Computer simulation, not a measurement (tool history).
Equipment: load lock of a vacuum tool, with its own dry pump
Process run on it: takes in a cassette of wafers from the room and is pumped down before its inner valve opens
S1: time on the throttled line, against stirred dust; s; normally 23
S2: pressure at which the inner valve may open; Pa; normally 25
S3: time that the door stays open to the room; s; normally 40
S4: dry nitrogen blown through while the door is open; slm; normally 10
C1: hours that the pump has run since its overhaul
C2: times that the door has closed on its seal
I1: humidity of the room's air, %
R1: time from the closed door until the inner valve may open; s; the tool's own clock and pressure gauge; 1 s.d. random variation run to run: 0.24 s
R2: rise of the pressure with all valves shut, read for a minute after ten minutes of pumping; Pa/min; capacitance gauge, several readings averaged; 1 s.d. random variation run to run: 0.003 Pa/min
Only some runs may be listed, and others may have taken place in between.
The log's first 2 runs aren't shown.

{"run": 3, "hour": 673.2, "S1": 23, "S2": 33, "S3": 40, "S4": 10, "C1": 12552, "C2": 38272, "I1": 47.4, "R1": 33.7, "R2": 0.261}
{"run": 4, "hour": 971.0, "S1": 23, "S2": 33, "S3": 40, "S4": 10, "C1": 12850, "C2": 38963, "I1": 48.4, "R1": 33.6, "R2": 0.263}
{"run": 5, "hour": 1455.6, "S1": 23, "S2": 25, "S3": 40, "S4": 10, "C1": 13334, "C2": 40086, "I1": 46.6, "R1": 34.5, "R2": 0.271}
{"run": 6, "hour": 1742.5, "S1": 23, "S2": 25, "S3": 40, "S4": 4, "C1": 13621, "C2": 40752, "I1": 46.8, "R1": 33.7, "R2": 0.296}
{"run": 7, "hour": 2107.5, "S1": 23, "S2": 25, "S3": 40, "S4": 4, "C1": 13986, "C2": 41598, "I1": 43.3, "R1": 34.1, "R2": 0.302}
{"run": 8, "hour": 2366.3, "S1": 23, "S2": 25, "S3": 40, "S4": 4, "C1": 14245, "C2": 42198, "I1": 44.9, "R1": 34.1, "R2": 0.294}
{"run": 9, "hour": 2964.8, "S1": 23, "S2": 25, "S3": 40, "S4": 4, "C1": 14843, "C2": 43586, "I1": 48.4, "R1": 34.3, "R2": 0.316}
{"run": 10, "hour": 3357.6, "S1": 23, "S2": 25, "S3": 26, "S4": 10, "C1": 15236, "C2": 44497, "I1": 47.4, "R1": 34.3, "R2": 0.305}
{"run": 11, "hour": 3802.6, "S1": 23, "S2": 25, "S3": 26, "S4": 10, "C1": 15681, "C2": 45529, "I1": 45.9, "R1": 34.1, "R2": 0.314}
{"run": 12, "hour": 4275.1, "S1": 23, "S2": 25, "S3": 26, "S4": 10, "C1": 16154, "C2": 46624, "I1": 46.2, "R1": 34.6, "R2": 0.325}
{"run": 13, "hour": 4847.4, "S1": 23, "S2": 25, "S3": 40, "S4": 10, "C1": 16726, "C2": 47951, "I1": 44.4, "R1": 34.7, "R2": 0.35}
{"run": 14, "hour": 5119.8, "S1": 23, "S2": 25, "S3": 40, "S4": 35, "C1": 16998, "C2": 48583, "I1": 48.1, "R1": 34.3, "R2": 0.337}
{"run": 15, "hour": 5689.0, "S1": 33, "S2": 25, "S3": 40, "S4": 35, "C1": 17568, "C2": 49903, "I1": 43.5, "R1": 43.3, "R2": 0.348}
{"run": 16, "hour": 6051.1, "S1": 23, "S2": 32, "S3": 40, "S4": 10, "C1": 17930, "C2": 50743, "I1": 44.8, "R1": 34.4, "R2": 0.37}
{"run": 17, "hour": 6512.3, "S1": 23, "S2": 32, "S3": 40, "S4": 10, "C1": 18391, "C2": 51812, "I1": 44.7, "R1": 34.1, "R2": 0.387}
{"run": 18, "hour": 6955.7, "S1": 23, "S2": 25, "S3": 40, "S4": 5, "C1": 18834, "C2": 52840, "I1": 48, "R1": 34.9, "R2": 0.412}
{"run": 19, "hour": 7495.6, "S1": 23, "S2": 25, "S3": 151, "S4": 10, "C1": 19374, "C2": 54092, "I1": 44.2, "R1": 34.8, "R2": 0.458}
{"run": 20, "hour": 7810.4, "S1": 23, "S2": 25, "S3": 151, "S4": 10, "C1": 19689, "C2": 54822, "I1": 43.4, "R1": 34.8, "R2": 0.458}
{"run": 21, "hour": 8368.4, "S1": 23, "S2": 25, "S3": 40, "S4": 42, "C1": 20247, "C2": 56116, "I1": 44.7, "R1": 35.3, "R2": 0.415}
{"run": 22, "hour": 8848.0, "S1": 41, "S2": 21, "S3": 40, "S4": 10, "C1": 20727, "C2": 57228, "I1": 47.3, "R1": 50.7, "R2": 0.442}
{"run": 23, "hour": 9270.6, "S1": 41, "S2": 21, "S3": 40, "S4": 33, "C1": 21149, "C2": 58208, "I1": 44.4, "R1": 51.3, "R2": 0.44}
{"run": 24, "hour": 9809.8, "S1": 23, "S2": 24, "S3": 84, "S4": 9, "C1": 21688, "C2": 59458, "I1": 44.6, "R1": 35.6, "R2": 0.492}

Predict the results of run 25:
{"run": 25, "hour": 10409.3, "S1": 17, "S2": 24, "S3": 107, "S4": 15, "C1": 22288, "C2": 60849, "I1": 40.2, "R1": "?", "R2": "?"}

R1: 30.6 s
R2: 0.51 Pa/min
Had the tool carried no hidden state, the very same run would have given R1 27.7 s, R2 0.062 Pa/min.

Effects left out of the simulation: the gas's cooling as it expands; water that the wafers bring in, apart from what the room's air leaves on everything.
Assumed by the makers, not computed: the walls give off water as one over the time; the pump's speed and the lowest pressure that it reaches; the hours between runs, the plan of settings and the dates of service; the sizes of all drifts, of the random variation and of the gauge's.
